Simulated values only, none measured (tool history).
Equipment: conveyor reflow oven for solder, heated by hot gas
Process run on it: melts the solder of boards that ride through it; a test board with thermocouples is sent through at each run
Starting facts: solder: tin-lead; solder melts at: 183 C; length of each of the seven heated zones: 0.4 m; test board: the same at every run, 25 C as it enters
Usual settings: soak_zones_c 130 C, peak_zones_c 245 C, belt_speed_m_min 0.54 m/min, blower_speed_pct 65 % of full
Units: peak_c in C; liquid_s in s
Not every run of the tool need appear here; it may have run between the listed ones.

run   hour  soak_zones_c  peak_zones_c  belt_speed_m_min  blower_speed_pct  peak_c  liquid_s
  1      0           130           245              0.54                65   226.1      71.1
  2   15.8           130           245              0.54                65   226.1      70.9
  3   31.6           130           245              0.54                77   228.8      72.7
  4   46.2           130           245              0.54                65   226.3      70.9
  5   62.1           130           245              0.54                51   222.2      67.5
  6     86           130           245              0.54                51   222.2      67.1
  7  107.9           130           245              0.54                51   222.2      67.4
  8  126.9           131           245              0.54                65   226.7      71.4
  9  150.6           131           245              0.54                65   226.4      71.7
 10  175.2           130           245              0.54                65   226.2      70.6
 11  188.7           130           245              0.54                65   226.4      70.7
 12    204           130           253              0.54                81   236.8      78.2
       212  -- flux residue cleaned out of gas plates and filters
 13  225.5           130           253              0.54                81   237.7      78.8
       231  -- belt drive overhauled, speed set with a stopwatch
 14  245.9           141           250             0.591                56   227.4      69.4
 15  259.6           141           245             0.485                65   232.2      89.1
 16  274.5           115           245             0.605                65   219.3      52.9

What will run 17 give?
 17  292.7           115           245             0.605                65       ?         ?

Run 17 produced peak_c 219 C, liquid_s 53 s.
Had the tool carried no hidden state, the very same run would have given peak_c 217.9 C, liquid_s 51.9 s.

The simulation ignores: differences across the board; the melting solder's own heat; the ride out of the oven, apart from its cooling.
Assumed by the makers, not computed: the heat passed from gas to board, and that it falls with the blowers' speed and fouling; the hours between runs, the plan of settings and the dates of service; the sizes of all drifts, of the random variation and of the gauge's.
